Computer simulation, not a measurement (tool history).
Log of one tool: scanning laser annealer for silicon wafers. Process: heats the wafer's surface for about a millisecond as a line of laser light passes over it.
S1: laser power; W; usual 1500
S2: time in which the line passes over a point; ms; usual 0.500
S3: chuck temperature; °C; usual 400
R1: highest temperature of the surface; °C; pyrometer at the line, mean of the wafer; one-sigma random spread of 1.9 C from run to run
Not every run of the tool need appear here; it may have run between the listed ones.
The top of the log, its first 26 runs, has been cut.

| run | hour | S1 | S2 | S3 | R1 |
|---|---|---|---|---|---|
| 27 | 1259.6 | 1522 | 0.384 | 405 | 1135 |
| 28 | 1331.7 | 1522 | 0.384 | 405 | 1132 |
| 29 | 1394.5 | 1522 | 0.384 | 430 | 1152 |
| 30 | 1435.9 | 1479 | 0.352 | 398 | 1070 |
| 31 | 1468.6 | 1648 | 0.352 | 398 | 1137 |
| 32 | 1522.0 | 1500 | 0.500 | 435 | 1240 |
| 33 | 1583.3 | 1333 | 0.408 | 407 | 1052 |
|  | 1603.5 | window over the wafer cleaned |
| 34 | 1619.7 | 1625 | 0.500 | 377 | 1277 |
| 35 | 1661.4 | 1633 | 0.500 | 400 | 1304 |
| 36 | 1728.3 | 1633 | 0.424 | 388 | 1212 |
| 37 | 1763.6 | 1500 | 0.500 | 431 | 1255 |
| 38 | 1802.1 | 1500 | 0.500 | 431 | 1252 |
| 39 | 1864.9 | 1336 | 0.580 | 401 | 1185 |
| 40 | 1909.0 | 1424 | 0.500 | 400 | 1170 |

Forecast each of these 5 alternatives for the next run:
| A | 1953.4 | 1611 | 0.459 | 406 | ? |
| B | 1953.4 | 1478 | 0.500 | 400 | ? |
| C | 1953.4 | 1424 | 0.436 | 400 | ? |
| D | 1953.4 | 1547 | 0.500 | 420 | ? |
| E | 1953.4 | 1424 | 0.594 | 421 | ? |

| run | R1 |
|---|---|
| A | 1238 |
| B | 1193 |
| C | 1118 |
| D | 1253 |
| E | 1259 |
Take away the tool's hidden state, keep each run's random variation, and the runs would have read:
| run | R1 |
|---|---|
| A | 1263 |
| B | 1216 |
| C | 1139 |
| D | 1278 |
| E | 1284 |
